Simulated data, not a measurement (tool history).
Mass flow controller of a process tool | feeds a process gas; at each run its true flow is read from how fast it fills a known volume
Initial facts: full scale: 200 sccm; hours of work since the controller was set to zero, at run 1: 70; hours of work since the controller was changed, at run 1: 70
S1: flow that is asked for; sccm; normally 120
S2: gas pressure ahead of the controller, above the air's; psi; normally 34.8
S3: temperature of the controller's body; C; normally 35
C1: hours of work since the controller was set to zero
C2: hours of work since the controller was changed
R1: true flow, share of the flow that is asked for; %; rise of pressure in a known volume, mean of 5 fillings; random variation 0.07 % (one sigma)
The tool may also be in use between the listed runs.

| run | day | S1 | S2 | S3 | C1 | C2 | R1 |
|---|---|---|---|---|---|---|---|
| 1 | 0 | 120 | 34.8 | 35 | 70 | 70 | 98.99 |
| 2 | 12.925 | 120 | 34.8 | 35 | 264 | 264 | 99.32 |
| 3 | 23.279 | 120 | 23.4 | 35 | 419 | 419 | 99.81 |
| 4 | 35.675 | 120 | 23.4 | 35 | 604 | 604 | 100.04 |
| 5 | 41.388 | 120 | 34.8 | 35 | 690 | 690 | 99.83 |
| 6 | 47.088 | 120 | 34.8 | 35 | 775 | 775 | 99.93 |
| 7 | 58.396 | 120 | 34.8 | 35 | 945 | 945 | 100.22 |
| 8 | 66.521 | 120 | 34.8 | 35 | 1066 | 1066 | 100.32 |
| 9 | 76.029 | 32 | 34.8 | 35 | 1209 | 1209 | 100.29 |
| 10 | 87.842 | 120 | 31.9 | 35 | 1385 | 1385 | 100.99 |
| 11 | 99.3 | 120 | 31.9 | 35 | 1557 | 1557 | 101 |
| 12 | 109.738 | 120 | 31.9 | 35 | 1713 | 1713 | 101.34 |
| 13 | 117.921 | 120 | 34.8 | 26 | 1836 | 1836 | 101.95 |
| 14 | 127.121 | 120 | 34.8 | 26 | 1974 | 1974 | 102.13 |
| 15 | 132.625 | 120 | 34.8 | 26 | 2056 | 2056 | 102.22 |
|  | 134.65 | gauge calibrated |
| 16 | 144.95 | 120 | 34.8 | 26 | 2241 | 2241 | 99.76 |
| 17 | 155.825 | 120 | 34.8 | 26 | 2403 | 2403 | 100.03 |
| 18 | 162.929 | 120 | 36.3 | 26 | 2510 | 2510 | 100.24 |
| 19 | 175.579 | 120 | 34.8 | 39 | 2699 | 2699 | 99.65 |
| 20 | 182.438 | 120 | 34.8 | 39 | 2802 | 2802 | 99.85 |
| 21 | 194.1 | 120 | 34.8 | 35 | 2977 | 2977 | 100.1 |
| 22 | 205.942 | 120 | 36 | 35 | 3154 | 3154 | 100.48 |
| 23 | 212.721 | 120 | 36 | 35 | 3255 | 3255 | 100.49 |
| 24 | 224.638 | 42 | 26.5 | 23 | 3434 | 3434 | 101.49 |
| 25 | 236.279 | 42 | 38.3 | 27 | 3608 | 3608 | 101.21 |
| 26 | 241.533 | 42 | 38.3 | 27 | 3687 | 3687 | 101.41 |
| 27 | 252.817 | 42 | 38.3 | 27 | 3856 | 3856 | 101.67 |
| 28 | 262.767 | 31 | 30.7 | 27 | 4005 | 4005 | 101.98 |
| 29 | 270.692 | 46 | 30.7 | 23 | 4124 | 4124 | 102.41 |
| 30 | 281.488 | 46 | 25.1 | 32 | 4285 | 4285 | 102.25 |
| 31 | 289.95 | 94 | 29.6 | 32 | 4412 | 4412 | 102.4 |
| 32 | 302.567 | 34 | 34.8 | 35 | 4601 | 4601 | 102.02 |
| 33 | 313.775 | 34 | 34.8 | 35 | 4769 | 4769 | 102.33 |
| 34 | 326.721 | 34 | 34.8 | 29 | 4963 | 4963 | 102.97 |
| 35 | 332.688 | 41 | 35.1 | 31 | 5052 | 5052 | 103.09 |
| 36 | 341.638 | 140 | 34.8 | 35 | 5186 | 5186 | 103.27 |
| 37 | 354.175 | 140 | 34.8 | 35 | 5374 | 5374 | 103.34 |
| 38 | 363.958 | 132 | 37.1 | 35 | 5520 | 5520 | 103.47 |
| 39 | 370.721 | 120 | 22 | 35 | 5621 | 5621 | 104.02 |
| 40 | 377.579 | 27 | 22 | 36 | 5724 | 5724 | 103.8 |
| 41 | 390.217 | 27 | 22 | 36 | 5913 | 5913 | 104.04 |
| 42 | 402.412 | 27 | 22 | 36 | 6096 | 6096 | 104.24 |

Predict the results of run 43:
| 43 | 411.708 | 75 | 22 | 21 | 6235 | 6235 | ? |

R1: 105.63 %
Minus the tool's unlogged condition, the same run would have read R1 100.14 %.
